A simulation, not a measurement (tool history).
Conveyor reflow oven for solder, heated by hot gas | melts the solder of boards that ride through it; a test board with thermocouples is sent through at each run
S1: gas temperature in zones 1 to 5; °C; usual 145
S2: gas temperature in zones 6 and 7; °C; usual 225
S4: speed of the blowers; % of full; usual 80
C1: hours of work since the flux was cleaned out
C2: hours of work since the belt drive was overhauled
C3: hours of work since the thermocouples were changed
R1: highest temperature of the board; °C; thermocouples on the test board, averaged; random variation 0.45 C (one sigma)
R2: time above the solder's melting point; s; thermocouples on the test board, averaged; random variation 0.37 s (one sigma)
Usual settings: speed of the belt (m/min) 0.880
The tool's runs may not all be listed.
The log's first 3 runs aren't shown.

Run 4, hour 60.7: usual settings; C1 67; C2 686; C3 533. Result: R1 205.8 °C, R2 31.0 s.
Run 5, hour 77.6: usual settings; C1 78; C2 698; C3 544. Result: R1 205.9 °C, R2 30.3 s.
Run 6, hour 88.8: usual settings; C1 86; C2 705; C3 551. Result: R1 205.8 °C, R2 30.4 s.
Run 7, hour 104.4: usual settings; C1 96; C2 715; C3 561. Result: R1 205.3 °C, R2 30.6 s.
Run 8, hour 126.1: usual settings; C1 110; C2 729; C3 576. Result: R1 205.5 °C, R2 29.4 s.
Run 9, hour 143.9: usual settings but speed of the belt (m/min) 0.813; C1 122; C2 741; C3 587. Result: R1 207.2 °C, R2 34.8 s.
Run 10, hour 157.6: usual settings but speed of the belt (m/min) 0.813; C1 131; C2 750; C3 596. Result: R1 206.8 °C, R2 34.7 s.
Run 11, hour 178.1: usual settings but S1 140 °C, speed of the belt (m/min) 0.813; C1 144; C2 764; C3 610. Result: R1 206.1 °C, R2 33.0 s.
Run 12, hour 197.7: usual settings but S1 140 °C, speed of the belt (m/min) 0.813; C1 157; C2 777; C3 623. Result: R1 206.7 °C, R2 32.4 s.
Run 13, hour 217.8: usual settings but S1 140 °C, speed of the belt (m/min) 0.813; C1 171; C2 790; C3 636. Result: R1 206.1 °C, R2 32.0 s.
At hour 230.5: flux residue cleaned out of gas plates and filters.
At hour 236.1: belt drive overhauled, speed set with a stopwatch.
Run 14, hour 248.7: usual settings but S1 140 °C, speed of the belt (m/min) 0.813; C1 9; C2 8; C3 650. Result: R1 205.9 °C, R2 32.0 s.
Run 15, hour 269.7: usual settings but S1 140 °C, speed of the belt (m/min) 0.813; C1 23; C2 22; C3 664. Result: R1 205.9 °C, R2 32.5 s.
Run 16, hour 291.3: usual settings; C1 37; C2 36; C3 678. Result: R1 204.4 °C, R2 29.5 s.
Run 17, hour 308.6: usual settings but speed of the belt (m/min) 0.922, S4 76 % of full; C1 49; C2 48; C3 690. Result: R1 202.8 °C, R2 25.4 s.
Run 18, hour 323.7: usual settings but S1 138 °C, S2 222 °C, speed of the belt (m/min) 0.875, S4 77 % of full; C1 59; C2 58; C3 700. Result: R1 199.2 °C, R2 24.5 s.
Run 19, hour 336.1: usual settings but S1 138 °C, S2 222 °C, speed of the belt (m/min) 0.875, S4 77 % of full; C1 67; C2 66; C3 708. Result: R1 199.9 °C, R2 24.1 s.
Run 20, hour 351.1: usual settings but S1 138 °C, S2 222 °C, speed of the belt (m/min) 0.875, S4 77 % of full; C1 77; C2 76; C3 718. Result: R1 199.4 °C, R2 24.0 s.
Run 21, hour 371.5: usual settings but S1 138 °C, S2 222 °C, speed of the belt (m/min) 0.875, S4 77 % of full; C1 90; C2 89; C3 731. Result: R1 199.6 °C, R2 23.6 s.
Run 22, hour 386.5: usual settings but S1 138 °C, S2 222 °C, speed of the belt (m/min) 0.875, S4 77 % of full; C1 100; C2 99; C3 741. Result: R1 199.4 °C, R2 23.6 s.
Run 23, hour 396.8: usual settings but S1 155 °C, S2 224 °C, speed of the belt (m/min) 0.829, S4 67 % of full; C1 107; C2 106; C3 748. Result: R1 204.6 °C, R2 34.3 s.
Run 24, hour 413.0: usual settings but S1 155 °C, S2 224 °C, speed of the belt (m/min) 0.829, S4 67 % of full; C1 117; C2 116; C3 758. Result: R1 204.3 °C, R2 35.1 s.

Forecast run 25:
Run 25, hour 424.0: usual settings but S1 153 °C, speed of the belt (m/min) 0.895, S4 75 % of full; C1 125; C2 124; C3 766. Result: R1 ?, R2 ?.

Run 25 gave R1 204.7 °C, R2 30.5 s.
Without the tool's hidden state the same run would have given R1 207.5 °C, R2 32.4 s.
